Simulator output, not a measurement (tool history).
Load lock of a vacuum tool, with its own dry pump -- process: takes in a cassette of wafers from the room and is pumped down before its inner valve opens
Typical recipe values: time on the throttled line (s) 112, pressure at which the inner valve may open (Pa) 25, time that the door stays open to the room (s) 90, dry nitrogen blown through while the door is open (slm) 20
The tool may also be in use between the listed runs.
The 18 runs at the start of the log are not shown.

run	hour	time on the throttled line (s)	pressure at which the inner valve may open (Pa)	time that the door stays open to the room (s)	dry nitrogen blown through while the door is open (slm)	hours that the pump has run since its overhaul	times that the door has closed on its seal	incoming humidity of the room's air, %	time from the closed door until the inner valve may open (s)	rise of the pressure with all valves shut (Pa/min)
19	1142.8	112	25	61	20	8820	2672	47.8	184.5	0.035
20	1188.2	112	42	67	20	8865	2753	45.6	180.2	0.033
21	1243.0	70	41	49	14	8920	2851	48.8	147.1	0.026
22	1326.6	102	30	90	20	9003	3001	44.1	174.8	0.034
23	1399.7	174	25	90	20	9076	3132	46.3	236.2	0.036
24	1441.6	148	25	90	20	9118	3207	47.1	215.4	0.033
25	1485.2	148	25	90	20	9162	3285	46.7	215.1	0.037
26	1555.7	148	25	90	20	9232	3411	44.9	214.9	0.036
27	1630.0	148	25	90	20	9307	3544	45.7	215.3	0.036
28	1708.8	148	25	80	11	9386	3685	45.4	215.7	0.042
29	1782.3	148	25	80	11	9459	3816	43.3	216.3	0.041
30	1849.2	148	25	80	11	9526	3936	41.6	216.5	0.035
31	1907.3	125	18	74	8	9584	4040	47.5	201.8	0.044

Run 32 is up next; what results do you expect?
32	1984.3	131	45	178	5	9661	4178	46.8	?	?

{"run 32": {"time from the closed door until the inner valve may open (s)": 195.8, "rise of the pressure with all valves shut (Pa/min)": 0.076}}
Take away the tool's hidden state, keep the run-to-run variation as it was, and the same run would have given time from the closed door until the inner valve may open (s) 185.8, rise of the pressure with all valves shut (Pa/min) 0.065.
